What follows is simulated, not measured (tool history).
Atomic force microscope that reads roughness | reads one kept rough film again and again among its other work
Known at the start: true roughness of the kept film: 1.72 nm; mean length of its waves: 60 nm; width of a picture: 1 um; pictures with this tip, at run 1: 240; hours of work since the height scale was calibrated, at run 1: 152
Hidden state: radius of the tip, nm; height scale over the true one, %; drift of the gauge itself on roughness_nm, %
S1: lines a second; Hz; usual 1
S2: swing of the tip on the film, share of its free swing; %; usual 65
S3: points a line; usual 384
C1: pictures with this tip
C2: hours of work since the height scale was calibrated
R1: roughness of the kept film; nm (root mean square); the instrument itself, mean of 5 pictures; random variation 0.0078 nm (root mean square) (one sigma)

run 1 hour=0 | S1=1 S2=65 S3=384 | C1=240 C2=152 | R1=1.584
run 2 hour=12 | S1=1 S2=65 S3=384 | C1=255 C2=161 | R1=1.571
run 3 hour=27 | S1=1 S2=65 S3=384 | C1=273 C2=173 | R1=1.566
run 4 hour=39.7 | S1=1 S2=65 S3=384 | C1=289 C2=183 | R1=1.56
run 5 hour=51.1 | S1=1.25 S2=65 S3=384 | C1=303 C2=192 | R1=1.552
-- hour=59.4 new tip fitted
run 6 hour=65 | S1=1.25 S2=65 S3=384 | C1=7 C2=203 | R1=1.66
run 7 hour=72.9 | S1=1.25 S2=65 S3=384 | C1=17 C2=209 | R1=1.65
run 8 hour=80.6 | S1=1.25 S2=65 S3=384 | C1=26 C2=215 | R1=1.656
run 9 hour=92.1 | S1=1.25 S2=65 S3=384 | C1=40 C2=224 | R1=1.646
run 10 hour=108.3 | S1=1 S2=58 S3=384 | C1=61 C2=237 | R1=1.639
run 11 hour=117.5 | S1=1 S2=58 S3=384 | C1=72 C2=244 | R1=1.66
run 12 hour=129.6 | S1=1 S2=58 S3=384 | C1=87 C2=254 | R1=1.641
run 13 hour=137.6 | S1=1 S2=63 S3=384 | C1=97 C2=260 | R1=1.63
run 14 hour=153.3 | S1=1 S2=63 S3=384 | C1=116 C2=272 | R1=1.638
run 15 hour=165.9 | S1=1 S2=65 S3=852 | C1=132 C2=282 | R1=1.625
run 16 hour=175.3 | S1=0.95 S2=73 S3=292 | C1=144 C2=290 | R1=1.609
run 17 hour=186.1 | S1=2.04 S2=85 S3=781 | C1=157 C2=298 | R1=1.534

The next listed run, before its measurement:
run 18 hour=202.5 | S1=1.33 S2=59 S3=759 | C1=178 C2=311 | R1=?

R1: 1.608 nm (root mean square)
Without the tool's hidden state the same run would have given R1 1.666 nm (root mean square).
